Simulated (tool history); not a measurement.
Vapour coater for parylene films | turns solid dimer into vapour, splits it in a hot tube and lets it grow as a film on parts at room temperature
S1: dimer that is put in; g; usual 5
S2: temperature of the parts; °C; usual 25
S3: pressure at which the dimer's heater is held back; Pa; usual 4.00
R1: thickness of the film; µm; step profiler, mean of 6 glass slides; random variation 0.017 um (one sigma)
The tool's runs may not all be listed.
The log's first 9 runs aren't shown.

run 10 hour=173.1 | S1=5 S2=30 S3=4.00 | R1=1.46
run 11 hour=195.4 | S1=5 S2=30 S3=4.00 | R1=1.46
run 12 hour=210.4 | S1=5 S2=30 S3=4.00 | R1=1.43
run 13 hour=234.9 | S1=5 S2=30 S3=4.00 | R1=1.42
run 14 hour=253.5 | S1=5 S2=19 S3=4.00 | R1=1.92
run 15 hour=266.4 | S1=5 S2=25 S3=4.00 | R1=1.64
run 16 hour=277.6 | S1=5 S2=25 S3=4.00 | R1=1.61
run 17 hour=296.5 | S1=5 S2=25 S3=4.00 | R1=1.65
run 18 hour=312.8 | S1=4 S2=25 S3=5.80 | R1=1.22
run 19 hour=337.0 | S1=4 S2=25 S3=8.13 | R1=1.12
run 20 hour=360.1 | S1=2 S2=25 S3=6.33 | R1=0.58
run 21 hour=384.6 | S1=2 S2=27 S3=4.00 | R1=0.60
run 22 hour=412.0 | S1=6 S2=25 S3=2.75 | R1=2.03
run 23 hour=428.8 | S1=5 S2=25 S3=4.00 | R1=1.57
run 24 hour=446.3 | S1=5 S2=25 S3=4.00 | R1=1.55
-- hour=467.1 trap's valve overhauled
run 25 hour=469.0 | S1=5 S2=25 S3=4.00 | R1=1.79
run 26 hour=481.2 | S1=3 S2=24 S3=4.00 | R1=1.11
run 27 hour=499.7 | S1=3 S2=24 S3=4.00 | R1=1.08
run 28 hour=516.9 | S1=8 S2=36 S3=6.22 | R1=1.94
run 29 hour=544.6 | S1=5 S2=19 S3=4.00 | R1=2.09
run 30 hour=561.9 | S1=5 S2=19 S3=4.00 | R1=2.07
run 31 hour=574.2 | S1=2 S2=37 S3=10.23 | R1=0.41
run 32 hour=589.6 | S1=8 S2=37 S3=6.80 | R1=1.81

Forecast each of these 4 alternatives for the next run:
run A hour=600.8 | S1=7 S2=28 S3=3.02 | R1=?
run B hour=600.8 | S1=5 S2=25 S3=2.71 | R1=?
run C hour=600.8 | S1=3 S2=37 S3=3.57 | R1=?
run D hour=600.8 | S1=8 S2=28 S3=6.80 | R1=?

run=A R1=2.36
run=B R1=1.85
run=C R1=0.75
run=D R1=2.28
Without the tool's hidden state the same runs would have given:
run=A R1=2.48
run=B R1=1.94
run=C R1=0.79
run=D R1=2.39
